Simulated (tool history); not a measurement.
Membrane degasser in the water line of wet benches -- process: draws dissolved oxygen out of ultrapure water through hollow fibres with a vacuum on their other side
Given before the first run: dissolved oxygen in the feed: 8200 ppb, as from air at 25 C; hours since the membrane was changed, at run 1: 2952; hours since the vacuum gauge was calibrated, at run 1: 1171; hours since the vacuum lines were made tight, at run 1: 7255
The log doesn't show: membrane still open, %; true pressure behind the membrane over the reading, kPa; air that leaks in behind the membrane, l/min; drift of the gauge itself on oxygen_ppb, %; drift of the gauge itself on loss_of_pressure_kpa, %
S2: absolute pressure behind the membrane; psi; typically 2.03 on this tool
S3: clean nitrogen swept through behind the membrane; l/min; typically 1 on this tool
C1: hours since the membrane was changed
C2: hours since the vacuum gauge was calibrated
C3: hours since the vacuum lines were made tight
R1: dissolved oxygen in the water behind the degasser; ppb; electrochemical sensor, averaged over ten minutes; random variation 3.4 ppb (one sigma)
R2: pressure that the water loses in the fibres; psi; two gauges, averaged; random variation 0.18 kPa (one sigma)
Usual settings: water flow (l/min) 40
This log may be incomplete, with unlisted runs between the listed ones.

Run 1, hour 0: usual settings; C1 2952; C2 1171; C3 7255. Result: R1 858.2 ppb, R2 4.583 psi.
Run 2, hour 131.9: usual settings; C1 3084; C2 1303; C3 7386. Result: R1 862.4 ppb, R2 4.583 psi.
Run 3, hour 287.7: usual settings; C1 3239; C2 1459; C3 7542. Result: R1 860.9 ppb, R2 4.559 psi.
At hour 355: seals of the vacuum lines changed.
Run 4, hour 397.3: usual settings but S3 1.47 l/min; C1 3347; C2 1566; C3 42. Result: R1 650.7 ppb, R2 4.631 psi.
Run 5, hour 552.9: usual settings; C1 3503; C2 1722; C3 198. Result: R1 851.2 ppb, R2 4.631 psi.
Run 6, hour 667.8: usual settings; C1 3618; C2 1837; C3 313. Result: R1 861.9 ppb, R2 4.598 psi.
Run 7, hour 826.5: usual settings; C1 3776; C2 1996; C3 471. Result: R1 852.7 ppb, R2 4.659 psi.
Run 8, hour 1009.6: usual settings; C1 3959; C2 2179; C3 655. Result: R1 844.8 ppb, R2 4.603 psi.
Run 9, hour 1139.7: usual settings; C1 4090; C2 2309; C3 785. Result: R1 854.4 ppb, R2 4.646 psi.
Run 10, hour 1223.7: usual settings; C1 4173; C2 2393; C3 869. Result: R1 851.6 ppb, R2 4.622 psi.
Run 11, hour 1315.9: usual settings; C1 4266; C2 2485; C3 961. Result: R1 852 ppb, R2 4.686 psi.
Run 12, hour 1431.5: usual settings but S3 2.77 l/min; C1 4381; C2 2601; C3 1077. Result: R1 409 ppb, R2 4.599 psi.
Run 13, hour 1511: usual settings but S2 4.24 psi, S3 2.77 l/min; C1 4461; C2 2680; C3 1156. Result: R1 844.4 ppb, R2 4.646 psi.
Run 14, hour 1636.9: usual settings; C1 4587; C2 2806; C3 1282. Result: R1 855.3 ppb, R2 4.609 psi.
Run 15, hour 1802: usual settings but S2 1.45 psi; C1 4752; C2 2971; C3 1447. Result: R1 576.1 ppb, R2 4.621 psi.
Run 16, hour 1934.6: usual settings but S2 1.45 psi; C1 4884; C2 3104; C3 1580. Result: R1 573.6 ppb, R2 4.615 psi.
Run 17, hour 2051.6: usual settings but S2 1.45 psi; C1 5001; C2 3221; C3 1697. Result: R1 574.3 ppb, R2 4.544 psi.
Run 18, hour 2143.5: usual settings but water flow (l/min) 43, S3 1.76 l/min; C1 5093; C2 3313; C3 1789. Result: R1 602.6 ppb, R2 5.004 psi.
Run 19, hour 2319.8: usual settings but water flow (l/min) 43, S3 1.76 l/min; C1 5270; C2 3489; C3 1965. Result: R1 606.6 ppb, R2 4.969 psi.
Run 20, hour 2408.1: usual settings but water flow (l/min) 58, S2 3.86 psi, S3 0.82 l/min; C1 5358; C2 3577; C3 2053. Result: R1 2293 ppb, R2 6.712 psi.
Run 21, hour 2536.2: usual settings but S3 2.23 l/min; C1 5486; C2 3705; C3 2181. Result: R1 476.8 ppb, R2 4.602 psi.
Run 22, hour 2642.9: usual settings but water flow (l/min) 25, S3 0.87 l/min; C1 5593; C2 3812; C3 2288. Result: R1 636.2 ppb, R2 2.873 psi.
Run 23, hour 2762.3: usual settings but water flow (l/min) 25, S3 0.87 l/min; C1 5712; C2 3931; C3 2407. Result: R1 633.5 ppb, R2 2.891 psi.
Run 24, hour 2840.8: usual settings but water flow (l/min) 25, S2 2.58 psi, S3 1.57 l/min; C1 5791; C2 4010; C3 2486. Result: R1 523.3 ppb, R2 2.828 psi.
Run 25, hour 2924.1: usual settings but water flow (l/min) 25, S2 2.58 psi, S3 1.32 l/min; C1 5874; C2 4093; C3 2569. Result: R1 595.2 ppb, R2 2.891 psi.
Run 26, hour 3024.8: usual settings but water flow (l/min) 25, S2 2.58 psi, S3 1.32 l/min; C1 5975; C2 4194; C3 2670. Result: R1 600.4 ppb, R2 2.92 psi.
Run 27, hour 3135.5: usual settings but water flow (l/min) 26, S2 1.7 psi, S3 1.92 l/min; C1 6085; C2 4305; C3 2781. Result: R1 288.3 ppb, R2 2.96 psi.
Run 28, hour 3310.2: usual settings but water flow (l/min) 42, S2 4.18 psi, S3 1.92 l/min; C1 6260; C2 4479; C3 2955. Result: R1 1117.8 ppb, R2 4.854 psi.
Run 29, hour 3470.9: usual settings but water flow (l/min) 52, S2 2.78 psi, S3 2.46 l/min; C1 6421; C2 4640; C3 3116. Result: R1 770.8 ppb, R2 5.978 psi.
Run 30, hour 3596.7: usual settings but S2 1.87 psi, S3 0.77 l/min; C1 6546; C2 4766; C3 3242. Result: R1 914.9 ppb, R2 4.588 psi.
Run 31, hour 3774.7: usual settings but S2 4.64 psi, S3 0.77 l/min; C1 6724; C2 4944; C3 3420. Result: R1 2198.9 ppb, R2 4.634 psi.
Run 32, hour 3964: usual settings but S2 4.64 psi, S3 0.77 l/min; C1 6914; C2 5133; C3 3609. Result: R1 2187.1 ppb, R2 4.606 psi.
Run 33, hour 4078.5: usual settings but water flow (l/min) 48, S2 3.89 psi; C1 7028; C2 5248; C3 3723. Result: R1 1802.5 ppb, R2 5.536 psi.

Hidden state at the last listed run before each entry between runs and at the first one after, where it differs:
From run 3 to run 4: seals of the vacuum lines changed (hour 355)
  air that leaks in behind the membrane, l/min: 0.0023 -> 0.002; drift of the gauge itself on oxygen_ppb, %: -0.19 -> -0.26
  measured result minus the result with no hidden state, R1: -1.5 -> -1.6 ppb

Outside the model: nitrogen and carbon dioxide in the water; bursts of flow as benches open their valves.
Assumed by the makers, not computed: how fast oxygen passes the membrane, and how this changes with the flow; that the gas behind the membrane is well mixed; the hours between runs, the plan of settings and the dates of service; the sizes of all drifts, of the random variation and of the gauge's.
